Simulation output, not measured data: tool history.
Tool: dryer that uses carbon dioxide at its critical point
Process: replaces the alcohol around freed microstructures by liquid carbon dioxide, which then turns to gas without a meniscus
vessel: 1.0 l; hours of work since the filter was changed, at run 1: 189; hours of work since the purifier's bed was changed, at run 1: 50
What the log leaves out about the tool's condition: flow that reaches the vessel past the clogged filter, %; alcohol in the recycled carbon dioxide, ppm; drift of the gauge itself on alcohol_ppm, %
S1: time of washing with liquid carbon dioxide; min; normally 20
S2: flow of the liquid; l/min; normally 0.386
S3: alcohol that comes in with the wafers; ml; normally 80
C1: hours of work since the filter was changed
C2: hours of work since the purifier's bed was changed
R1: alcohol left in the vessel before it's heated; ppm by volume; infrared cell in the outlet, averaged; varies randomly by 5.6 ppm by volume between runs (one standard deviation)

| run | hour | S1 | S2 | S3 | C1 | C2 | R1 |
|---|---|---|---|---|---|---|---|
| 1 | 0 | 20 | 0.386 | 80 | 189 | 50 | 295 |
| 2 | 8.1 | 20 | 0.386 | 80 | 194 | 55 | 308 |
| 3 | 13.4 | 20 | 0.386 | 80 | 198 | 59 | 293 |
| 4 | 20.5 | 20 | 0.386 | 80 | 203 | 63 | 309 |
| 5 | 29.4 | 20 | 0.386 | 80 | 209 | 69 | 323 |
| 6 | 38.6 | 20 | 0.386 | 80 | 215 | 76 | 319 |
| 7 | 49.5 | 20 | 0.386 | 80 | 222 | 83 | 325 |
| 8 | 56.1 | 20 | 0.386 | 80 | 227 | 88 | 333 |
| 9 | 61.2 | 20 | 0.386 | 80 | 230 | 91 | 331 |
| 10 | 69.3 | 24 | 0.386 | 80 | 236 | 96 | 120 |
| 11 | 77.4 | 24 | 0.386 | 80 | 241 | 102 | 125 |
| 12 | 84.9 | 24 | 0.386 | 38 | 246 | 107 | 62 |
| 13 | 95.1 | 20 | 0.633 | 80 | 253 | 114 | 24 |
| 14 | 102.7 | 20 | 0.633 | 80 | 258 | 119 | 27 |
| 15 | 114.2 | 19 | 0.386 | 80 | 266 | 127 | 485 |
| 16 | 123 | 20 | 0.459 | 80 | 272 | 133 | 147 |
| 17 | 130.8 | 20 | 0.459 | 80 | 277 | 138 | 154 |
| 18 | 142 | 18 | 0.292 | 80 | 285 | 146 | 2124 |
| 19 | 152 | 18 | 0.292 | 80 | 292 | 152 | 2188 |
| 20 | 163 | 20 | 0.643 | 94 | 299 | 160 | 39 |
| 21 | 174.9 | 25 | 0.236 | 30 | 307 | 168 | 563 |
| 22 | 181.8 | 27 | 0.579 | 30 | 312 | 172 | 35 |
| 23 | 189.2 | 18 | 0.242 | 80 | 317 | 177 | 4186 |
| 24 | 198.3 | 18 | 0.242 | 80 | 323 | 184 | 4251 |
| 25 | 206 | 18 | 0.242 | 80 | 328 | 189 | 4260 |
|  | 211.6 | inlet filter changed |
| 26 | 214.7 | 18 | 0.242 | 80 | 2 | 194 | 2522 |

Here are 4 independent what-if runs from the current tool condition. What would each one return?
| A | 221.4 | 18 | 0.652 | 92 | 7 | 199 | ? |
| B | 221.4 | 16 | 0.242 | 84 | 7 | 199 | ? |
| C | 221.4 | 17 | 0.386 | 80 | 7 | 199 | ? |
| D | 221.4 | 18 | 0.317 | 26 | 7 | 199 | ? |

| run | R1 |
|---|---|
| A | 38 |
| B | 3938 |
| C | 473 |
| D | 311 |
Without the tool's hidden state the same runs would have given:
| run | R1 |
|---|---|
| A | 13 |
| B | 3846 |
| C | 435 |
| D | 279 |
